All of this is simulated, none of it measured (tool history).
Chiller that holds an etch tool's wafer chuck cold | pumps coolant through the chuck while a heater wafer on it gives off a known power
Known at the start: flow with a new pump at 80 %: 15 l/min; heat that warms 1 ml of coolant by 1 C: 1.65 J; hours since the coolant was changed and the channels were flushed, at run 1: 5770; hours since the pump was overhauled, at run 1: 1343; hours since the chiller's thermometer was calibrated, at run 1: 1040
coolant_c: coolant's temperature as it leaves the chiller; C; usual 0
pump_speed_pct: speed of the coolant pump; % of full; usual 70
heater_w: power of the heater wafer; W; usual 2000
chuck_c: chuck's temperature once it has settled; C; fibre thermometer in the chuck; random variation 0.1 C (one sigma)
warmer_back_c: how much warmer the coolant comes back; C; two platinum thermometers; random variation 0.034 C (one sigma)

| run | day | coolant_c | pump_speed_pct | heater_w | hours since the coolant was changed and the channels were flushed | hours since the pump was overhauled | hours since the chiller's thermometer was calibrated | chuck_c | warmer_back_c |
|---|---|---|---|---|---|---|---|---|---|
| 1 | 0 | 0 | 70 | 2000 | 5770 | 1343 | 1040 | 25.8 | 5.63 |
| 2 | 2.154 | -1 | 70 | 2000 | 5822 | 1395 | 1091 | 24.8 | 5.62 |
| 3 | 4.333 | -1 | 70 | 2000 | 5874 | 1447 | 1144 | 24.8 | 5.6 |
| 4 | 5.538 | -1 | 70 | 2000 | 5903 | 1476 | 1173 | 24.8 | 5.58 |
| 5 | 6.908 | -1 | 70 | 2000 | 5936 | 1509 | 1205 | 24.8 | 5.63 |
| 6 | 8.479 | -1 | 70 | 2000 | 5974 | 1547 | 1243 | 24.8 | 5.6 |
| 7 | 11.096 | 0 | 64 | 2000 | 6037 | 1609 | 1306 | 27.1 | 6.12 |
| 8 | 13.229 | 0 | 64 | 2000 | 6088 | 1661 | 1357 | 27 | 6.13 |
| 9 | 15.033 | 0 | 64 | 2000 | 6131 | 1704 | 1401 | 27.2 | 6.17 |
| 10 | 16.921 | 0 | 70 | 1120 | 6176 | 1749 | 1446 | 14.4 | 3.13 |
| 11 | 18.175 | 4 | 70 | 2000 | 6207 | 1779 | 1476 | 29.8 | 5.61 |
| 12 | 20.079 | 4 | 70 | 2000 | 6252 | 1825 | 1522 | 29.9 | 5.57 |
| 13 | 21.633 | 4 | 95 | 2000 | 6290 | 1862 | 1559 | 25.8 | 4.02 |
| 14 | 22.783 | 0 | 70 | 1804 | 6317 | 1890 | 1587 | 23.3 | 5.04 |
| 15 | 24.783 | -3 | 71 | 2930 | 6365 | 1938 | 1635 | 34.6 | 8.17 |
| 16 | 27.025 | -3 | 71 | 2930 | 6419 | 1992 | 1688 | 34.6 | 8.02 |
| 17 | 28.104 | 10 | 79 | 2000 | 6445 | 2018 | 1714 | 34.1 | 4.96 |
| 18 | 30.158 | 10 | 79 | 2000 | 6494 | 2067 | 1764 | 34.2 | 4.9 |
| 19 | 31.788 | -1 | 70 | 1203 | 6533 | 2106 | 1803 | 14.5 | 3.35 |
| 20 | 33.171 | -6 | 70 | 1455 | 6566 | 2139 | 1836 | 12.7 | 4.02 |
| 21 | 35.175 | -6 | 70 | 2404 | 6615 | 2187 | 1884 | 25 | 6.73 |
| 22 | 37.667 | -6 | 70 | 2404 | 6674 | 2247 | 1944 | 24.9 | 6.68 |
| 23 | 39.988 | -6 | 70 | 2404 | 6730 | 2303 | 1999 | 24.7 | 6.73 |
| 24 | 41.071 | -3 | 64 | 2034 | 6756 | 2329 | 2025 | 24.5 | 6.23 |
| 25 | 43.012 | 8 | 64 | 2183 | 6803 | 2376 | 2072 | 37.6 | 6.72 |
| 26 | 44.3 | 0 | 76 | 2000 | 6834 | 2406 | 2103 | 24.6 | 5.14 |
| 27 | 46.133 | 0 | 76 | 2000 | 6878 | 2450 | 2147 | 24.6 | 5.09 |

5 ways to go on from here, each from the tool as it stands after run 27. What would each give?
| A | 48.55 | 0 | 87 | 2000 | 6936 | 2508 | 2205 | ? | ? |
| B | 48.55 | 9 | 89 | 1689 | 6936 | 2508 | 2205 | ? | ? |
| C | 48.55 | 4 | 70 | 1066 | 6936 | 2508 | 2205 | ? | ? |
| D | 48.55 | 8 | 99 | 1094 | 6936 | 2508 | 2205 | ? | ? |
| E | 48.55 | 9 | 84 | 1610 | 6936 | 2508 | 2205 | ? | ? |

| run | chuck_c | warmer_back_c |
|---|---|---|
| A | 22.8 | 4.42 |
| B | 27.8 | 3.62 |
| C | 17.8 | 3 |
| D | 19.6 | 2.11 |
| E | 27.7 | 3.69 |
Without the tool's hidden state the same runs would have given:
| run | chuck_c | warmer_back_c |
|---|---|---|
| A | 22.8 | 4.42 |
| B | 27.8 | 3.62 |
| C | 17.8 | 3 |
| D | 19.6 | 2.11 |
| E | 27.7 | 3.69 |
